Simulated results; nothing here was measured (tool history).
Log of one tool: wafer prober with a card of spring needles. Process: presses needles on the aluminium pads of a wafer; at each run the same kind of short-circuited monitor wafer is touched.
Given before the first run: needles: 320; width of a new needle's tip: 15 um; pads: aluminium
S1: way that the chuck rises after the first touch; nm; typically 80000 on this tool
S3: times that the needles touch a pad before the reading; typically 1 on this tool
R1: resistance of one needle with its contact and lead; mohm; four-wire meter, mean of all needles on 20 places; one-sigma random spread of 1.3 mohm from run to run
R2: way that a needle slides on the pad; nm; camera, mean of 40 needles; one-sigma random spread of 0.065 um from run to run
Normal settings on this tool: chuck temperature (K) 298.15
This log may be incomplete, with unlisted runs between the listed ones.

Run 1, hour 0: usual settings. Result: R1 112 mohm, R2 21730 nm.
Run 2, hour 45.2: usual settings. Result: R1 110 mohm, R2 21710 nm.
Run 3, hour 82.1: usual settings but S3 3. Result: R1 112 mohm, R2 21700 nm.
Run 4, hour 130.3: usual settings but S3 3. Result: R1 112 mohm, R2 21690 nm.
Run 5, hour 152.1: usual settings but S3 3. Result: R1 114 mohm, R2 21650 nm.
Run 6, hour 193.7: usual settings but S3 3. Result: R1 113 mohm, R2 21850 nm.
Run 7, hour 238.1: usual settings but S3 3. Result: R1 110 mohm, R2 21630 nm.
Run 8, hour 271.9: usual settings. Result: R1 111 mohm, R2 21740 nm.
Run 9, hour 305.6: usual settings. Result: R1 113 mohm, R2 21770 nm.
Run 10, hour 339.9: usual settings. Result: R1 111 mohm, R2 21730 nm.
Run 11, hour 363.1: usual settings. Result: R1 111 mohm, R2 21740 nm.
Run 12, hour 408.6: usual settings but S1 67000 nm. Result: R1 114 mohm, R2 18190 nm.
Run 13, hour 440.7: usual settings but S1 67000 nm. Result: R1 113 mohm, R2 18260 nm.
Run 14, hour 481.4: usual settings but S1 67000 nm. Result: R1 113 mohm, R2 18220 nm.
Run 15, hour 504.8: usual settings but S1 67000 nm. Result: R1 114 mohm, R2 18160 nm.
Run 16, hour 533.1: usual settings but S1 67000 nm, chuck temperature (K) 325.15, S3 2. Result: R1 117 mohm, R2 18170 nm.
Run 17, hour 572: usual settings but S1 67000 nm, chuck temperature (K) 325.15, S3 2. Result: R1 119 mohm, R2 18260 nm.
Run 18, hour 604.8: usual settings but S1 67000 nm, chuck temperature (K) 325.15, S3 2. Result: R1 122 mohm, R2 18070 nm.
Run 19, hour 638.7: usual settings but S1 67000 nm, chuck temperature (K) 325.15, S3 2. Result: R1 119 mohm, R2 18200 nm.
Run 20, hour 667.6: usual settings but chuck temperature (K) 333.15, S3 2. Result: R1 116 mohm, R2 21680 nm.
Run 21, hour 692: usual settings but S1 95000 nm, chuck temperature (K) 350.15, S3 2. Result: R1 116 mohm, R2 25780 nm.
Run 22, hour 713.9: usual settings but S1 95000 nm, chuck temperature (K) 350.15, S3 2. Result: R1 119 mohm, R2 25760 nm.
Run 23, hour 762.4: usual settings but chuck temperature (K) 316.15. Result: R1 115 mohm, R2 21580 nm.
Run 24, hour 803.9: usual settings but S1 89000 nm, chuck temperature (K) 346.15. Result: R1 117 mohm, R2 24180 nm.
Run 25, hour 849.4: usual settings but S1 89000 nm, chuck temperature (K) 346.15. Result: R1 116 mohm, R2 24100 nm.
Run 26, hour 886.1: usual settings but chuck temperature (K) 390.15, S3 2. Result: R1 123 mohm, R2 21610 nm.
Run 27, hour 932.8: usual settings but S1 96000 nm, chuck temperature (K) 360.15, S3 2. Result: R1 117 mohm, R2 25870 nm.
Run 28, hour 972: usual settings but S1 96000 nm, chuck temperature (K) 360.15, S3 2. Result: R1 119 mohm, R2 26120 nm.

Not shown here: 72 entries made in the log between runs. Locate each between two listed runs and compare the hidden state at the listed run before it with the hidden state at the listed run after it:
Runs 1 to 2: tips cleaned on abrasive film (hour 8.4); tips cleaned on abrasive film (hour 20.8); tips cleaned on abrasive film (hour 34.8)
  debris on the tips, nm: 0.3 -> 0.4; way that the needles fall short of the set height, um: 0 -> 0.01
Runs 2 to 3: tips cleaned on abrasive film (hour 48.4); tips cleaned on abrasive film (hour 61.9); tips cleaned on abrasive film (hour 77.2)
  debris on the tips, nm: 0.4 -> 0.2; tips' diameter, um: 15 -> 15.01
Runs 3 to 4: tips cleaned on abrasive film (hour 91.3); tips cleaned on abrasive film (hour 104.6); tips cleaned on abrasive film (hour 119.7)
  debris on the tips, nm: 0.2 -> 0.4
Runs 4 to 5: tips cleaned on abrasive film (hour 133.5); tips cleaned on abrasive film (hour 147.5)
  debris on the tips, nm: 0.4 -> 0.2
Runs 5 to 6: tips cleaned on abrasive film (hour 161.4); tips cleaned on abrasive film (hour 175.6); height of the first contact set anew (hour 175.9); tips cleaned on abrasive film (hour 189.3)
  way that the needles fall short of the set height, um: 0.01 -> 0
Runs 6 to 7: tips cleaned on abrasive film (hour 204.7); tips cleaned on abrasive film (hour 217.2); tips cleaned on abrasive film (hour 232.1)
  debris on the tips, nm: 0.2 -> 0.3
Runs 7 to 8: tips cleaned on abrasive film (hour 246.9); tips cleaned on abrasive film (hour 260.6)
  debris on the tips, nm: 0.3 -> 0.4
Runs 8 to 9: tips cleaned on abrasive film (hour 275.1); tips cleaned on abrasive film (hour 287.7); tips cleaned on abrasive film (hour 302.2)
  debris on the tips, nm: 0.4 -> 0.2
Runs 9 to 10: tips cleaned on abrasive film (hour 316.7); tips cleaned on abrasive film (hour 329.8)
  debris on the tips, nm: 0.2 -> 0.4
Runs 10 to 11: tips cleaned on abrasive film (hour 345.1); tips cleaned on abrasive film (hour 358.3)
  debris on the tips, nm: 0.4 -> 0.2
Runs 11 to 12: tips cleaned on abrasive film (hour 372.4); tips cleaned on abrasive film (hour 386.1); tips cleaned on abrasive film (hour 399.2)
  debris on the tips, nm: 0.2 -> 0.4
Runs 12 to 13: tips cleaned on abrasive film (hour 414.6); tips cleaned on abrasive film (hour 428.2); tips cleaned on abrasive film (hour 440.7)
  debris on the tips, nm: 0.4 -> 0; way that the needles fall short of the set height, um: 0 -> 0.01
Runs 13 to 14: tips cleaned on abrasive film (hour 454.4); tips cleaned on abrasive film (hour 466.9); tips cleaned on abrasive film (hour 479.9)
  debris on the tips, nm: 0 -> 0.1
Runs 14 to 15: tips cleaned on abrasive film (hour 493.7)
  debris on the tips, nm: 0.1 -> 0.4
Runs 15 to 16: tips cleaned on abrasive film (hour 507.9); tips cleaned on abrasive film (hour 522.5)
  nothing in the hidden state changes from one run to the other
Runs 16 to 17: tips cleaned on abrasive film (hour 536.2); tips cleaned on abrasive film (hour 550.9); tips cleaned on abrasive film (hour 565.4)
  debris on the tips, nm: 0.4 -> 0.3
Runs 17 to 18: tips cleaned on abrasive film (hour 578.2); tips cleaned on abrasive film (hour 593.1); height of the first contact set anew (hour 596.5)
  debris on the tips, nm: 0.3 -> 0.4; way that the needles fall short of the set height, um: 0.01 -> 0
Runs 18 to 19: tips cleaned on abrasive film (hour 608); tips cleaned on abrasive film (hour 623); tips cleaned on abrasive film (hour 637.5)
  debris on the tips, nm: 0.4 -> 0.1
Runs 19 to 20: tips cleaned on abrasive film (hour 650.1); tips cleaned on abrasive film (hour 664.8)
  debris on the tips, nm: 0.1 -> 0.2
Runs 20 to 21: tips cleaned on abrasive film (hour 678.9); tips cleaned on abrasive film (hour 692)
  debris on the tips, nm: 0.2 -> 0
Runs 21 to 22: tips cleaned on abrasive film (hour 706.7)
  debris on the tips, nm: 0 -> 0.3
Runs 22 to 23: tips cleaned on abrasive film (hour 720); tips cleaned on abrasive film (hour 734.6); tips cleaned on abrasive film (hour 748.4); tips cleaned on abrasive film (hour 762.4)
  debris on the tips, nm: 0.3 -> 0.1
Runs 23 to 24: tips cleaned on abrasive film (hour 776.5); tips cleaned on abrasive film (hour 790.3); tips cleaned on abrasive film (hour 803.7)
  debris on the tips, nm: 0.1 -> 0
Runs 24 to 25: tips cleaned on abrasive film (hour 818.1); tips cleaned on abrasive film (hour 832.9); tips cleaned on abrasive film (hour 846.4)
  debris on the tips, nm: 0 -> 0.2; way that the needles fall short of the set height, um: 0 -> 0.01
Runs 25 to 26: tips cleaned on abrasive film (hour 861); tips cleaned on abrasive film (hour 875.7)
  debris on the tips, nm: 0.2 -> 0.4
Runs 26 to 27: tips cleaned on abrasive film (hour 889); tips cleaned on abrasive film (hour 902.9); tips cleaned on abrasive film (hour 917); tips cleaned on abrasive film (hour 931.5)
  debris on the tips, nm: 0.4 -> 0.1
Runs 27 to 28: tips cleaned on abrasive film (hour 945.2); tips cleaned on abrasive film (hour 958.6); tips cleaned on abrasive film (hour 971.4)
  nothing in the hidden state changes from one run to the other

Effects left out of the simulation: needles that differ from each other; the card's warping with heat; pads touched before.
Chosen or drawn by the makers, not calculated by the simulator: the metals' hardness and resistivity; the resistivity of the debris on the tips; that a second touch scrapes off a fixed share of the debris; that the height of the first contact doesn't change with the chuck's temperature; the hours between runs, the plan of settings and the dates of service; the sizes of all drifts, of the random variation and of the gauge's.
